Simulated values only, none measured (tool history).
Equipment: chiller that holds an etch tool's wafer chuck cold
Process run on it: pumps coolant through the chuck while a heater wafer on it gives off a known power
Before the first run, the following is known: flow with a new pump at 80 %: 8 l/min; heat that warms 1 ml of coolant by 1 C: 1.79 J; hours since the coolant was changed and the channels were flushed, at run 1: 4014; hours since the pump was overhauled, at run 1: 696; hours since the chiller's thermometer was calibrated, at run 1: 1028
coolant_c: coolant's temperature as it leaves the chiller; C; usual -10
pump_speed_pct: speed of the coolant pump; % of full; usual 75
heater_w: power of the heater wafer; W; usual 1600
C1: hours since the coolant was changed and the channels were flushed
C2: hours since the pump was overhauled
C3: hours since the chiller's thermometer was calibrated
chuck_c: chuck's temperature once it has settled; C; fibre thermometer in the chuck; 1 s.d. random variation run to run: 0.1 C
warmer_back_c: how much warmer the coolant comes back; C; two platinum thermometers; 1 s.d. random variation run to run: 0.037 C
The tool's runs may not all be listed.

{"run": 1, "hour": 0.0, "coolant_c": -10, "pump_speed_pct": 75, "heater_w": 1600, "C1": 4014, "C2": 696, "C3": 1028, "chuck_c": 4, "warmer_back_c": 7.21}
{"run": 2, "hour": 86.5, "coolant_c": -10, "pump_speed_pct": 75, "heater_w": 1600, "C1": 4100, "C2": 782, "C3": 1114, "chuck_c": 4, "warmer_back_c": 7.14}
{"run": 3, "hour": 182.4, "coolant_c": -10, "pump_speed_pct": 75, "heater_w": 1600, "C1": 4196, "C2": 878, "C3": 1210, "chuck_c": 4.1, "warmer_back_c": 7.11}
{"run": 4, "hour": 245.0, "coolant_c": -11, "pump_speed_pct": 75, "heater_w": 1600, "C1": 4259, "C2": 941, "C3": 1273, "chuck_c": 3.1, "warmer_back_c": 7.2}
{"run": 5, "hour": 355.3, "coolant_c": -11, "pump_speed_pct": 75, "heater_w": 1600, "C1": 4369, "C2": 1051, "C3": 1383, "chuck_c": 3, "warmer_back_c": 7.16}
{"run": 6, "hour": 427.9, "coolant_c": -10, "pump_speed_pct": 75, "heater_w": 1725, "C1": 4442, "C2": 1124, "C3": 1456, "chuck_c": 5.1, "warmer_back_c": 7.78}
{"run": 7, "hour": 521.4, "coolant_c": -10, "pump_speed_pct": 75, "heater_w": 1725, "C1": 4535, "C2": 1217, "C3": 1549, "chuck_c": 5.1, "warmer_back_c": 7.85}
{"run": 8, "hour": 631.0, "coolant_c": -10, "pump_speed_pct": 87, "heater_w": 1725, "C1": 4645, "C2": 1327, "C3": 1659, "chuck_c": 3.6, "warmer_back_c": 6.76}
{"run": 9, "hour": 741.9, "coolant_c": -10, "pump_speed_pct": 63, "heater_w": 1725, "C1": 4756, "C2": 1438, "C3": 1770, "chuck_c": 7, "warmer_back_c": 9.31}
{"run": 10, "hour": 857.2, "coolant_c": -10, "pump_speed_pct": 63, "heater_w": 1725, "C1": 4871, "C2": 1553, "C3": 1885, "chuck_c": 7.1, "warmer_back_c": 9.34}
{"run": 11, "hour": 913.7, "coolant_c": -10, "pump_speed_pct": 75, "heater_w": 1600, "C1": 4928, "C2": 1610, "C3": 1941, "chuck_c": 3.9, "warmer_back_c": 7.3}
{"run": 12, "hour": 1006.5, "coolant_c": -10, "pump_speed_pct": 75, "heater_w": 1600, "C1": 5020, "C2": 1702, "C3": 2034, "chuck_c": 4, "warmer_back_c": 7.21}
{"run": 13, "hour": 1064.6, "coolant_c": -13, "pump_speed_pct": 75, "heater_w": 1600, "C1": 5078, "C2": 1761, "C3": 2092, "chuck_c": 0.9, "warmer_back_c": 7.35}
{"run": 14, "hour": 1140.0, "coolant_c": -13, "pump_speed_pct": 75, "heater_w": 1600, "C1": 5154, "C2": 1836, "C3": 2168, "chuck_c": 1, "warmer_back_c": 7.34}
{"run": 15, "hour": 1213.6, "coolant_c": -12, "pump_speed_pct": 70, "heater_w": 1284, "C1": 5227, "C2": 1910, "C3": 2241, "chuck_c": -0.3, "warmer_back_c": 6.38}
{"run": 16, "hour": 1302.2, "coolant_c": -15, "pump_speed_pct": 70, "heater_w": 892, "C1": 5316, "C2": 1998, "C3": 2330, "chuck_c": -6.8, "warmer_back_c": 4.48}
{"hour": 1307.4, "done": "gauge calibrated"}
{"run": 17, "hour": 1362.7, "coolant_c": -15, "pump_speed_pct": 70, "heater_w": 892, "C1": 5377, "C2": 2059, "C3": 2390, "chuck_c": -6.9, "warmer_back_c": 4.29}
{"run": 18, "hour": 1450.5, "coolant_c": -10, "pump_speed_pct": 75, "heater_w": 1231, "C1": 5464, "C2": 2146, "C3": 2478, "chuck_c": 0.7, "warmer_back_c": 5.51}
{"run": 19, "hour": 1556.9, "coolant_c": -18, "pump_speed_pct": 100, "heater_w": 1231, "C1": 5571, "C2": 2253, "C3": 2585, "chuck_c": -9, "warmer_back_c": 4.11}
{"run": 20, "hour": 1617.9, "coolant_c": -19, "pump_speed_pct": 90, "heater_w": 1897, "C1": 5632, "C2": 2314, "C3": 2646, "chuck_c": -4.4, "warmer_back_c": 7.06}
{"run": 21, "hour": 1720.7, "coolant_c": -19, "pump_speed_pct": 90, "heater_w": 1897, "C1": 5734, "C2": 2417, "C3": 2748, "chuck_c": -4.4, "warmer_back_c": 7.16}
{"run": 22, "hour": 1791.5, "coolant_c": -19, "pump_speed_pct": 90, "heater_w": 1897, "C1": 5805, "C2": 2487, "C3": 2819, "chuck_c": -4.5, "warmer_back_c": 7.18}
{"run": 23, "hour": 1846.4, "coolant_c": -19, "pump_speed_pct": 90, "heater_w": 1897, "C1": 5860, "C2": 2542, "C3": 2874, "chuck_c": -4.3, "warmer_back_c": 7.18}
{"run": 24, "hour": 1929.7, "coolant_c": -8, "pump_speed_pct": 75, "heater_w": 1769, "C1": 5944, "C2": 2626, "C3": 2957, "chuck_c": 7.5, "warmer_back_c": 8.05}
{"run": 25, "hour": 1997.0, "coolant_c": -8, "pump_speed_pct": 75, "heater_w": 1769, "C1": 6011, "C2": 2693, "C3": 3025, "chuck_c": 7.4, "warmer_back_c": 8.08}
{"run": 26, "hour": 2100.3, "coolant_c": -2, "pump_speed_pct": 97, "heater_w": 2387, "C1": 6114, "C2": 2796, "C3": 3128, "chuck_c": 15.6, "warmer_back_c": 8.34}
{"run": 27, "hour": 2172.8, "coolant_c": -8, "pump_speed_pct": 91, "heater_w": 2331, "C1": 6187, "C2": 2869, "C3": 3201, "chuck_c": 10.1, "warmer_back_c": 8.82}

Consider 4 possible next runs. They are alternatives, not a sequence: every one starts from the tool as it was left by run 27. What does each give?
{"run": "A", "hour": 2263.1, "coolant_c": -8, "pump_speed_pct": 92, "heater_w": 2034, "C1": 6277, "C2": 2959, "C3": 3291, "chuck_c": "?", "warmer_back_c": "?"}
{"run": "B", "hour": 2263.1, "coolant_c": -10, "pump_speed_pct": 75, "heater_w": 2344, "C1": 6277, "C2": 2959, "C3": 3291, "chuck_c": "?", "warmer_back_c": "?"}
{"run": "C", "hour": 2263.1, "coolant_c": -1, "pump_speed_pct": 73, "heater_w": 1179, "C1": 6277, "C2": 2959, "C3": 3291, "chuck_c": "?", "warmer_back_c": "?"}
{"run": "D", "hour": 2263.1, "coolant_c": -12, "pump_speed_pct": 82, "heater_w": 1979, "C1": 6277, "C2": 2959, "C3": 3291, "chuck_c": "?", "warmer_back_c": "?"}

run=A chuck_c=7.5 warmer_back_c=7.56
run=B chuck_c=10.5 warmer_back_c=10.63
run=C chuck_c=9.3 warmer_back_c=5.56
run=D chuck_c=4.3 warmer_back_c=8.26
What these runs would have given with no unlogged condition in the tool:
run=A chuck_c=7.5 warmer_back_c=7.4
run=B chuck_c=10.4 warmer_back_c=10.47
run=C chuck_c=9.3 warmer_back_c=5.4
run=D chuck_c=4.3 warmer_back_c=8.1
